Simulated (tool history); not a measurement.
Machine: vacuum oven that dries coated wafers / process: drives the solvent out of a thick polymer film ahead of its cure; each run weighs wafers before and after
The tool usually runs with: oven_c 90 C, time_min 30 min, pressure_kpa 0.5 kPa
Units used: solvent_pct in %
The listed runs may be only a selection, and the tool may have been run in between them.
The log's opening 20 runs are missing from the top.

run     day  oven_c  time_min  pressure_kpa  solvent_pct
 21   9.188      90        30         0.464         2.66
 22   9.471      90        30         0.464         2.75
 23   9.792     100        28         0.711         1.33
 24  10.221      90        35           0.5         2.13
 25  10.725      90        35           0.5         2.13
 26  11.108      82        41         1.205         3.35
 27  11.525      82        41         1.205          3.4
 28  11.833      90        33         1.889         2.68
 29  12.225      90        33         1.889         2.69
 30  12.846     103        33          0.94         0.69
 31  13.375     103        33          0.94          0.7
 32  13.858     103        33          0.94         0.72
      14.05  -- oven's thermocouples calibrated
 33  14.429     103        43         0.865         0.33
 34  14.696     103        35          1.43         0.63
 35  15.279     103        39         0.256         0.33
 36  15.854     103        45         1.477         0.45
 37  16.325     103        45         1.477         0.41
 38  16.717      86        44         0.308          1.9
 39  17.038      98        34         0.643         0.97
 40  17.346      98        34         0.643         0.95
 41  17.933      98        34         0.643         0.93

Forecast each of these 3 alternatives for the next run:
  A  18.4      88        34         0.643            ?
  B  18.4      92        30         1.558            ?
  C  18.4      90        35         0.775            ?

run  solvent_pct
  A         2.44
  B          2.4
  C         2.06
Stripped of hidden state, with their random variation kept, the same runs would have yielded:
run  solvent_pct
  A         2.35
  B         2.32
  C         1.98

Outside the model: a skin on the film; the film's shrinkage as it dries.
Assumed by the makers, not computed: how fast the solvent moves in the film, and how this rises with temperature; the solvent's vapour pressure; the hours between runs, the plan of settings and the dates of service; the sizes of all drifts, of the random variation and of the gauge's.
